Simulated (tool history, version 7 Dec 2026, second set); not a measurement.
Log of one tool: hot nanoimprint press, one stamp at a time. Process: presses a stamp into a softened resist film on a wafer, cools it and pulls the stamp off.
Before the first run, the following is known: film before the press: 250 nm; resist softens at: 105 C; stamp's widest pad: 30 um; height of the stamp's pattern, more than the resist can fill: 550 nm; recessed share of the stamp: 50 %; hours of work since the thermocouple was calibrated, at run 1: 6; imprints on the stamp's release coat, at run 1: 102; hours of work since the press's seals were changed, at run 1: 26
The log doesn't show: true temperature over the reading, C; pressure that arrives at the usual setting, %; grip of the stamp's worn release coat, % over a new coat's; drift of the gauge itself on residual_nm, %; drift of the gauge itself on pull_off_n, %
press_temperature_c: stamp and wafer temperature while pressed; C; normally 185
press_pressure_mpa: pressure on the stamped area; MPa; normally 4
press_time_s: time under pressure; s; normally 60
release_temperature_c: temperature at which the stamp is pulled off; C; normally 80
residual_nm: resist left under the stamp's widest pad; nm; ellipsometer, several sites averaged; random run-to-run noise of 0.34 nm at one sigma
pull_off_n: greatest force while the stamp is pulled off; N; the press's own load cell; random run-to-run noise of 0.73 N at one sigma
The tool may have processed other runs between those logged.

run     day  press_temperature_c  press_pressure_mpa  press_time_s  release_temperature_c  hours of work since the thermocouple was calibrated  imprints on the stamp's release coat  hours of work since the press's seals were changed  residual_nm  pull_off_n
  1       0                  185                   4            60                     80                                                    6                                   102                                                  26        141.9       182.1
  2   1.529                  185                   4            60                     80                                                   30                                   201                                                  50        142.2       183.8
  3   2.662                  185                5.03            60                     80                                                   49                                   275                                                  69        129.7       186.4
  4   4.217                  185                5.03            60                     80                                                   74                                   376                                                  94          131       187.9
  5   5.854                  185                   4            60                     80                                                  101                                   482                                                 121        144.5       191.5
      6.933  -- stamp cleaned and given a new release coat
  6   8.367                  185                   4            60                     80                                                  137                                    94                                                 157        144.5       184.2
  7   9.592                  185                   4            60                     80                                                  157                                   173                                                 177        146.6       186.4
  8  10.883                  185                   4            60                     80                                                  178                                   257                                                 198        146.8         188
  9  13.083                  185                   4            60                     80                                                  214                                   400                                                 234        147.2       190.9
 10  14.933                  185                   4            60                     80                                                  244                                   520                                                 264        148.7       195.3
     15.379  -- stamp cleaned and given a new release coat
 11   16.95                  185                   4            60                     80                                                  273                                   102                                                 293        149.2       187.1
 12  18.625                  185                   4            60                     80                                                  300                                   211                                                 320        149.5       189.9
     19.538  -- plate thermocouple calibrated
 13   20.95                  185                   4            60                     80                                                   23                                   354                                                 356        142.6       186.2
 14  22.067                  189                   4            60                     80                                                   41                                   427                                                 374        122.4         188
     23.979  -- stamp cleaned and given a new release coat
 15  24.021                  185                   4            60                     80                                                   69                                     2                                                 401        144.6       180.1
 16  25.583                  185                2.44           118                     82                                                   94                                   104                                                 427          141       174.5
 17  26.608                  185                2.44           118                     82                                                  111                                   170                                                 443        140.8       176.3
 18  27.658                  186                2.44           116                     82                                                  128                                   239                                                 460        137.1       177.1
 19  28.942                  185                4.02            60                     79                                                  149                                   322                                                 481        145.2       191.8
 20  31.329                  185                   4           102                     80                                                  187                                   477                                                 520        122.8         191
     32.446  -- stamp cleaned and given a new release coat
 21    33.2                  185                   4           102                     80                                                  214                                    49                                                 546        122.9       183.3
 22    34.7                  185                2.89           101                     80                                                  238                                   146                                                 571        141.5       185.7
 23  36.371                  185                2.89           101                     80                                                  265                                   255                                                 598        142.9       190.1
     37.471  -- press's hydraulic seals changed and the load cell set to zero
 24  38.338                  185                2.89           101                     80                                                  292                                   361                                                  14        141.4       189.6
 25  39.512                  195                2.89           110                     80                                                  311                                   437                                                  33         92.6       193.2
     39.767  -- plate thermocouple calibrated
     41.383  -- stamp cleaned and given a new release coat
 26  42.288                  185                3.86            82                     86                                                   37                                    59                                                  72        131.4         159
 27  43.842                  188                2.78            53                     84                                                   62                                   160                                                  97        154.8       168.2
 28  45.638                  185                3.75            32                     82                                                   91                                   277                                                 127        176.7       179.8
 29  47.817                  185                3.75            32                     82                                                  127                                   419                                                 162        177.9       183.4

3 ways to go on from here, each from the tool as it stands after run 29. What would each give?
     49.821  -- stamp cleaned and given a new release coat
  A  49.858                  185                3.85            32                     71                                                  156                                     2                                                 191            ?           ?
     49.821  -- stamp cleaned and given a new release coat
  B  49.858                  185                3.74            32                     83                                                  156                                     2                                                 191            ?           ?
     49.821  -- stamp cleaned and given a new release coat
  C  49.858                  182                5.71           114                     82                                                  156                                     2                                                 191            ?           ?

run  residual_nm  pull_off_n
  A        177.1       220.4
  B        179.6       171.2
  C        115.2       174.3
Without the tool's hidden state the same runs would have given:
run  residual_nm  pull_off_n
  A          173       217.3
  B        175.6       168.1
  C        110.9       171.2
